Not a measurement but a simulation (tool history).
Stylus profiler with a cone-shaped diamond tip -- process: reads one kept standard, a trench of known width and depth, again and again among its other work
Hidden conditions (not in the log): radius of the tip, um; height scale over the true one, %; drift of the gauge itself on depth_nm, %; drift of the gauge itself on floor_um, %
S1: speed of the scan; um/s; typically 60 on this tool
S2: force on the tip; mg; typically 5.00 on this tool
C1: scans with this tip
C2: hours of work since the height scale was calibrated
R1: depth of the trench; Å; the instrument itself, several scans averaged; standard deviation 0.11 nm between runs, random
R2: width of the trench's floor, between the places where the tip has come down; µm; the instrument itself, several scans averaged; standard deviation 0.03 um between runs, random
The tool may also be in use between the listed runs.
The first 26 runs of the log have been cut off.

run	day	S1	S2	C1	C2	R1	R2
27	28.617	128	3.38	8126	40	2042.1	26.37
28	29.400	128	3.38	8205	48	2042.6	26.46
29	30.379	28	1.91	8305	58	2031.2	26.74
30	31.696	48	13.20	8438	71	2107.2	26.74
31	32.804	48	13.20	8551	83	2106.8	26.75
32	34.121	42	3.51	8685	96	2045.0	26.69
33	35.238	27	7.10	8798	108	2072.5	26.80
34	36.142	32	10.50	8890	117	2092.5	26.79
35	36.892	32	10.50	8966	124	2094.5	26.77
36	38.150	64	4.54	9094	137	2052.2	26.61
37	39.608	64	4.54	9242	152	2054.2	26.65
38	40.792	176	7.17	9362	164	2073.7	26.41
39	41.892	31	5.96	9474	176	2063.3	26.70
40	42.642	94	5.32	9550	183	2060.0	26.56
41	44.262	76	11.96	9715	200	2103.1	26.65
42	45.417	76	11.96	9832	212	2101.8	26.64

Here are 3 independent what-if runs from the current tool condition. What would each one return?
A	46.479	44	2.98	9940	223	?	?
B	46.479	234	11.96	9940	223	?	?
C	46.479	173	11.96	9940	223	?	?

run	R1	R2
A	2040.7	26.67
B	2103.2	26.33
C	2102.3	26.47
Had the tool no hidden state, the same runs would have come out as:
run	R1	R2
A	2038.9	27.07
B	2101.3	26.73
C	2100.4	26.87
